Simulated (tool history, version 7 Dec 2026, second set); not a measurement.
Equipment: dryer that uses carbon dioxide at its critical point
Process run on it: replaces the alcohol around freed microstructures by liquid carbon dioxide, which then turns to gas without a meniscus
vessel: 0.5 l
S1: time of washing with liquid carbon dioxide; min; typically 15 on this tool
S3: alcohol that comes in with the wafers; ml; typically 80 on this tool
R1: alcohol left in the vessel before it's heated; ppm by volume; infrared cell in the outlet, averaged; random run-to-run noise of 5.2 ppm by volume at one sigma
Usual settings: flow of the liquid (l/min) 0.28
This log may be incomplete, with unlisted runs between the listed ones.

{"run": 1, "hour": 0.0, "S1": 15, "flow of the liquid (l/min)": 0.28, "S3": 80, "R1": 144}
{"run": 2, "hour": 11.4, "S1": 10, "flow of the liquid (l/min)": 0.28, "S3": 80, "R1": 1284}
{"run": 3, "hour": 19.5, "S1": 10, "flow of the liquid (l/min)": 0.28, "S3": 80, "R1": 1337}
{"run": 4, "hour": 24.8, "S1": 10, "flow of the liquid (l/min)": 0.28, "S3": 80, "R1": 1292}
{"run": 5, "hour": 37.2, "S1": 10, "flow of the liquid (l/min)": 0.28, "S3": 80, "R1": 1365}
{"run": 6, "hour": 45.9, "S1": 10, "flow of the liquid (l/min)": 0.28, "S3": 80, "R1": 1352}
{"run": 7, "hour": 54.1, "S1": 10, "flow of the liquid (l/min)": 0.28, "S3": 80, "R1": 1323}
{"run": 8, "hour": 59.8, "S1": 10, "flow of the liquid (l/min)": 0.28, "S3": 80, "R1": 1338}
{"run": 9, "hour": 71.3, "S1": 10, "flow of the liquid (l/min)": 0.28, "S3": 80, "R1": 1353}
{"run": 10, "hour": 83.9, "S1": 15, "flow of the liquid (l/min)": 0.28, "S3": 35, "R1": 82}
{"run": 11, "hour": 90.8, "S1": 15, "flow of the liquid (l/min)": 0.28, "S3": 35, "R1": 86}
{"run": 12, "hour": 97.6, "S1": 18, "flow of the liquid (l/min)": 0.28, "S3": 35, "R1": 38}
{"run": 13, "hour": 108.4, "S1": 18, "flow of the liquid (l/min)": 0.28, "S3": 35, "R1": 39}
{"run": 14, "hour": 118.5, "S1": 15, "flow of the liquid (l/min)": 0.28, "S3": 66, "R1": 140}
{"run": 15, "hour": 128.8, "S1": 15, "flow of the liquid (l/min)": 0.28, "S3": 66, "R1": 130}
{"run": 16, "hour": 140.3, "S1": 15, "flow of the liquid (l/min)": 0.214, "S3": 80, "R1": 708}
{"run": 17, "hour": 147.1, "S1": 15, "flow of the liquid (l/min)": 0.28, "S3": 53, "R1": 111}
{"run": 18, "hour": 155.5, "S1": 15, "flow of the liquid (l/min)": 0.28, "S3": 53, "R1": 107}
{"run": 19, "hour": 165.9, "S1": 15, "flow of the liquid (l/min)": 0.28, "S3": 53, "R1": 113}
{"run": 20, "hour": 174.6, "S1": 15, "flow of the liquid (l/min)": 0.301, "S3": 88, "R1": 120}
{"run": 21, "hour": 187.1, "S1": 15, "flow of the liquid (l/min)": 0.286, "S3": 88, "R1": 164}
{"run": 22, "hour": 197.4, "S1": 15, "flow of the liquid (l/min)": 0.291, "S3": 80, "R1": 134}
{"run": 23, "hour": 209.1, "S1": 24, "flow of the liquid (l/min)": 0.46, "S3": 80, "R1": 19}
{"run": 24, "hour": 221.7, "S1": 12, "flow of the liquid (l/min)": 0.361, "S3": 85, "R1": 151}
{"run": 25, "hour": 230.6, "S1": 12, "flow of the liquid (l/min)": 0.361, "S3": 85, "R1": 161}
{"run": 26, "hour": 237.3, "S1": 15, "flow of the liquid (l/min)": 0.28, "S3": 42, "R1": 99}
{"run": 27, "hour": 244.5, "S1": 10, "flow of the liquid (l/min)": 0.28, "S3": 119, "R1": 2222}
{"run": 28, "hour": 253.4, "S1": 13, "flow of the liquid (l/min)": 0.178, "S3": 50, "R1": 2031}
{"run": 29, "hour": 263.4, "S1": 9, "flow of the liquid (l/min)": 0.196, "S3": 98, "R1": 10098}
{"run": 30, "hour": 269.7, "S1": 20, "flow of the liquid (l/min)": 0.196, "S3": 57, "R1": 193}
{"run": 31, "hour": 279.3, "S1": 20, "flow of the liquid (l/min)": 0.196, "S3": 57, "R1": 200}
{"run": 32, "hour": 285.7, "S1": 19, "flow of the liquid (l/min)": 0.25, "S3": 48, "R1": 70}
{"run": 33, "hour": 295.9, "S1": 15, "flow of the liquid (l/min)": 0.199, "S3": 80, "R1": 1129}
{"run": 34, "hour": 308.3, "S1": 15, "flow of the liquid (l/min)": 0.199, "S3": 80, "R1": 1143}
{"run": 35, "hour": 318.2, "S1": 16, "flow of the liquid (l/min)": 0.309, "S3": 88, "R1": 81}
{"run": 36, "hour": 327.4, "S1": 16, "flow of the liquid (l/min)": 0.309, "S3": 88, "R1": 86}
{"run": 37, "hour": 338.4, "S1": 16, "flow of the liquid (l/min)": 0.309, "S3": 88, "R1": 95}

The logged runs with the hidden state left out (each run's random variation unchanged):
Hidden conditions of the tool in this case: flow that reaches the vessel past the clogged filter, %; alcohol in the recycled carbon dioxide, ppm; drift of the gauge itself on alcohol_ppm, %.
run=1 R1=102
run=2 R1=1074
run=3 R1=1114
run=4 R1=1072
run=5 R1=1127
run=6 R1=1107
run=7 R1=1081
run=8 R1=1087
run=9 R1=1092
run=10 R1=48
run=11 R1=51
run=12 R1=13
run=13 R1=14
run=14 R1=87
run=15 R1=76
run=16 R1=524
run=17 R1=63
run=18 R1=56
run=19 R1=61
run=20 R1=66
run=21 R1=97
run=22 R1=73
run=23 R1=0
run=24 R1=82
run=25 R1=89
run=26 R1=47
run=27 R1=1628
run=28 R1=1554
run=29 R1=8270
run=30 R1=108
run=31 R1=111
run=32 R1=28
run=33 R1=771
run=34 R1=776
run=35 R1=29
run=36 R1=34
run=37 R1=41
